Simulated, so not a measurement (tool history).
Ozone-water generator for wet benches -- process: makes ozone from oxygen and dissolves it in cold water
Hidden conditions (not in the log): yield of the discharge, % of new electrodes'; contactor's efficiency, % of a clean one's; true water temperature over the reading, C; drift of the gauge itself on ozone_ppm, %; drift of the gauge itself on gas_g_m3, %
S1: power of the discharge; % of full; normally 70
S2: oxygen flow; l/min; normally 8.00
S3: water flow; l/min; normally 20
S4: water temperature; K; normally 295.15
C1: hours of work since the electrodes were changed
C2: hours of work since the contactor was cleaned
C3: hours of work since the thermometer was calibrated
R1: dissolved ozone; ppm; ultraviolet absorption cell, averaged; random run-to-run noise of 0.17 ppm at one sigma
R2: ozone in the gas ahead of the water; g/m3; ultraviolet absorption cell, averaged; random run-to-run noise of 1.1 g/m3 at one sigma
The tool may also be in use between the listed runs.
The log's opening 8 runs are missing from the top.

run 9 hour=316.3 | S1=70 S2=6.44 S3=20 S4=295.15 | C1=2182 C2=1689 C3=3505 | R1=19.6 R2=196.9
run 10 hour=340.6 | S1=70 S2=6.44 S3=20 S4=295.15 | C1=2205 C2=1711 C3=3527 | R1=19.2 R2=198.5
run 11 hour=367.8 | S1=70 S2=8.00 S3=13 S4=295.15 | C1=2230 C2=1736 C3=3553 | R1=23.3 R2=171.3
-- hour=374.9 contactor cleaned
run 12 hour=409.8 | S1=70 S2=8.00 S3=20 S4=295.15 | C1=2266 C2=33 C3=3588 | R1=18.3 R2=172.1
run 13 hour=450.0 | S1=70 S2=8.00 S3=20 S4=295.15 | C1=2303 C2=70 C3=3625 | R1=18.2 R2=169.8
run 14 hour=482.5 | S1=70 S2=8.00 S3=20 S4=295.15 | C1=2333 C2=100 C3=3656 | R1=18.2 R2=171.3
run 15 hour=534.4 | S1=70 S2=8.00 S3=20 S4=295.15 | C1=2382 C2=149 C3=3704 | R1=18.1 R2=170.7
run 16 hour=580.0 | S1=70 S2=8.00 S3=20 S4=295.15 | C1=2424 C2=191 C3=3746 | R1=18.0 R2=169.7
run 17 hour=623.9 | S1=70 S2=8.00 S3=20 S4=295.15 | C1=2465 C2=232 C3=3787 | R1=17.9 R2=168.8
-- hour=664.3 contactor cleaned, once more
run 18 hour=672.0 | S1=70 S2=8.84 S3=15 S4=295.15 | C1=2506 C2=7 C3=3828 | R1=21.7 R2=158.5
run 19 hour=703.1 | S1=70 S2=8.84 S3=15 S4=295.15 | C1=2535 C2=36 C3=3857 | R1=21.5 R2=157.6
run 20 hour=748.1 | S1=89 S2=6.44 S3=20 S4=293.15 | C1=2577 C2=78 C3=3899 | R1=24.4 R2=229.8
run 21 hour=772.0 | S1=70 S2=8.18 S3=20 S4=295.15 | C1=2599 C2=100 C3=3921 | R1=18.7 R2=166.6
run 22 hour=816.7 | S1=45 S2=11.02 S3=18 S4=296.15 | C1=2641 C2=142 C3=3963 | R1=12.6 R2=99.3
run 23 hour=866.3 | S1=42 S2=4.58 S3=18 S4=291.15 | C1=2687 C2=188 C3=4009 | R1=15.8 R2=162.8
run 24 hour=888.5 | S1=70 S2=8.67 S3=20 S4=295.15 | C1=2708 C2=209 C3=4030 | R1=18.3 R2=157.9
run 25 hour=925.4 | S1=70 S2=4.38 S3=22 S4=295.15 | C1=2742 C2=243 C3=4064 | R1=18.8 R2=239.2
run 26 hour=969.4 | S1=70 S2=4.38 S3=22 S4=295.15 | C1=2783 C2=284 C3=4105 | R1=18.6 R2=242.7
run 27 hour=1018.2 | S1=70 S2=4.38 S3=22 S4=295.15 | C1=2828 C2=330 C3=4151 | R1=18.8 R2=239.7
run 28 hour=1043.6 | S1=70 S2=9.63 S3=24 S4=296.15 | C1=2852 C2=353 C3=4174 | R1=15.6 R2=148.2
run 29 hour=1066.6 | S1=70 S2=9.63 S3=24 S4=296.15 | C1=2873 C2=375 C3=4196 | R1=15.7 R2=148.0
run 30 hour=1111.6 | S1=53 S2=8.00 S3=20 S4=288.15 | C1=2915 C2=416 C3=4238 | R1=16.8 R2=135.4
run 31 hour=1137.6 | S1=53 S2=14.23 S3=12 S4=288.15 | C1=2939 C2=441 C3=4262 | R1=18.8 R2=95.2

The next listed run, before its measurement:
-- hour=1167.8 water thermometer calibrated
run 32 hour=1167.8 | S1=70 S2=7.33 S3=25 S4=289.15 | C1=2967 C2=468 C3=0 | R1=? R2=?

R1: 17.9 ppm
R2: 174.8 g/m3
Without the tool's hidden state the same run would have given R1 21.4 ppm, R2 203.6 g/m3.
